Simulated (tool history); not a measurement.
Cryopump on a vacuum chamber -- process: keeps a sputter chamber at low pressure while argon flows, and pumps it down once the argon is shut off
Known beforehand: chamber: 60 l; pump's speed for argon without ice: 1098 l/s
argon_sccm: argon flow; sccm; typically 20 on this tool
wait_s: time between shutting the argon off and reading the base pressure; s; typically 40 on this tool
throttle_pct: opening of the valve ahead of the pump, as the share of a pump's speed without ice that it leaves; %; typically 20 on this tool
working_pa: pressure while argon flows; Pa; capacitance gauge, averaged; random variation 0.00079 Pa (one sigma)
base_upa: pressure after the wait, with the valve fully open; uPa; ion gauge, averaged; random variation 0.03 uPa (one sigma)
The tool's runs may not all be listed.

run,day,argon_sccm,wait_s,throttle_pct,working_pa,base_upa
1,0.000,20,40,20,0.1538,2.13
2,1.512,20,40,56,0.0559,2.16
3,2.308,22,40,56,0.0611,2.16
4,3.517,22,40,56,0.0613,2.15
5,4.333,22,40,56,0.0613,2.19
6,5.546,22,40,56,0.0604,2.18
7,6.875,20,40,20,0.1558,2.16
8,8.096,29,47,24,0.1884,2.12

The next listed run, before its measurement:
9,8.954,26,74,46,?,?

{"run 9": {"working_pa": 0.0887, "base_upa": 1.63}}
Were there no unlogged condition in the tool, this run, its random variation unchanged, would have produced working_pa 0.0869 Pa, base_upa 0.91 uPa.
